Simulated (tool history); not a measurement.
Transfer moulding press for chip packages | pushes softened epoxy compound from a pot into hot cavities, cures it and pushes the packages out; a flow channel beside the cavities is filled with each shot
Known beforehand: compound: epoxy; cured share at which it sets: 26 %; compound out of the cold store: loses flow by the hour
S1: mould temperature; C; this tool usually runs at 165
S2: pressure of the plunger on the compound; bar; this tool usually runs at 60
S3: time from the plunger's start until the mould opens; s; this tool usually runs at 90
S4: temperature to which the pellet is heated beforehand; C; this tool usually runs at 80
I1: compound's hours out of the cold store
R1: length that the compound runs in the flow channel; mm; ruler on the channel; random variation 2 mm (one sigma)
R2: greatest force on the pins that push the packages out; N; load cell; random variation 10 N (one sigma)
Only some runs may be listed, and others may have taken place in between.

run	hour	S1	S2	S3	S4	I1	R1	R2
1	0	165	60	90	80	12.6	559	643
# hour 8.9: plunger's sealing rings changed
2	9.8	165	60	90	73	17.3	594	661
3	25.7	165	60	90	82	8.9	620	740
4	34.7	165	51.1	90	82	28.2	502	737
5	45.2	165	60	90	80	34	523	759
6	54.8	165	60	90	80	15.6	593	817
# hour 57.9: cavities cleaned with cleaning compound and waxed
7	63.5	165	60	90	74	40.7	496	476
8	75.2	165	60	90	80	30.9	529	584
9	84.7	165	60	90	80	18.4	577	664
10	99.5	165	60	90	80	15.9	577	728
11	115.2	165	60	90	80	14.8	584	779
12	132.8	165	60	90	80	21.2	556	786
# hour 135.6: cavities cleaned with cleaning compound and waxed
13	147.8	169	60	113	80	23.9	540	459
14	158.5	169	60	113	80	45.3	467	533
15	173.8	169	58.9	70	80	32.6	498	782
16	186.4	172	55.6	83	71	36.2	464	671
17	194	161	72.4	110	72	28	583	710
18	210.6	171	60.7	110	72	33.4	495	707
# hour 212.9: cavities cleaned with cleaning compound and waxed
19	221.8	171	60.7	110	72	43.8	461	461
20	233	171	60.7	77	72	22.4	531	578

Branching from run 20: 4 alternative next runs. What would each branch give?
A	242.1	165	60	76	83	17.5	?	?
B	242.1	167	50	77	74	33.7	?	?
C	242.1	165	54.7	72	72	18.8	?	?
D	242.1	171	55.1	77	79	29.8	?	?

run	R1	R2
A	553	851
B	451	738
C	523	1006
D	481	632
With no hidden state in the tool, these same runs would have given:
run	R1	R2
A	591	607
B	483	514
C	560	723
D	515	429
